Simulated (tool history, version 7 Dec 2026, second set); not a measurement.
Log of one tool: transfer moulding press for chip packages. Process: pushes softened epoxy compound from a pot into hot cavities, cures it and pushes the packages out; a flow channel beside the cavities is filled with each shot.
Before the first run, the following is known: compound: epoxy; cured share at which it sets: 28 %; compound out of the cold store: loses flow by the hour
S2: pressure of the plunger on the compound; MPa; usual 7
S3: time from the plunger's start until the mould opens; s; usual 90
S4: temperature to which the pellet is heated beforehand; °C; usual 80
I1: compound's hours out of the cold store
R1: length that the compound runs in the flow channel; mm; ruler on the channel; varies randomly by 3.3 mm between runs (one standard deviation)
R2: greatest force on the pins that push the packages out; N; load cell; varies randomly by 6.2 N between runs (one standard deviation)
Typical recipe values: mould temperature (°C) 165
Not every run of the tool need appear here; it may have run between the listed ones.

{"run": 1, "day": 0.0, "mould temperature (°C)": 165, "S2": 7, "S3": 90, "S4": 80, "I1": 16.7, "R1": 982, "R2": 249}
{"run": 2, "day": 0.317, "mould temperature (°C)": 165, "S2": 7, "S3": 90, "S4": 80, "I1": 31.5, "R1": 920, "R2": 275}
{"run": 3, "day": 0.521, "mould temperature (°C)": 165, "S2": 7, "S3": 90, "S4": 80, "I1": 29.7, "R1": 924, "R2": 298}
{"run": 4, "day": 0.842, "mould temperature (°C)": 165, "S2": 7, "S3": 90, "S4": 80, "I1": 31, "R1": 920, "R2": 317}
{"run": 5, "day": 1.108, "mould temperature (°C)": 165, "S2": 7, "S3": 90, "S4": 85, "I1": 21.6, "R1": 959, "R2": 344}
{"run": 6, "day": 1.392, "mould temperature (°C)": 161, "S2": 7, "S3": 90, "S4": 85, "I1": 31.7, "R1": 933, "R2": 448}
{"run": 7, "day": 1.608, "mould temperature (°C)": 161, "S2": 7.06, "S3": 90, "S4": 74, "I1": 15.3, "R1": 1002, "R2": 510}
{"run": 8, "day": 1.879, "mould temperature (°C)": 165, "S2": 7, "S3": 115, "S4": 80, "I1": 30.2, "R1": 922, "R2": 309}
{"run": 9, "day": 2.183, "mould temperature (°C)": 165, "S2": 7, "S3": 115, "S4": 80, "I1": 14.3, "R1": 987, "R2": 331}
{"run": 10, "day": 2.575, "mould temperature (°C)": 163, "S2": 6.05, "S3": 111, "S4": 80, "I1": 19.3, "R1": 902, "R2": 374}
{"run": 11, "day": 2.788, "mould temperature (°C)": 163, "S2": 6.05, "S3": 111, "S4": 80, "I1": 30.2, "R1": 858, "R2": 382}

Run 12 is up next; what results do you expect?
{"run": 12, "day": 3.238, "mould temperature (°C)": 163, "S2": 6.05, "S3": 111, "S4": 80, "I1": 45.1, "R1": "?", "R2": "?"}

Run 12 came out at R1 804 mm, R2 373 N.
On a tool with no hidden condition, and with the same random variation, this run would have come out at R1 825 mm, R2 197 N.
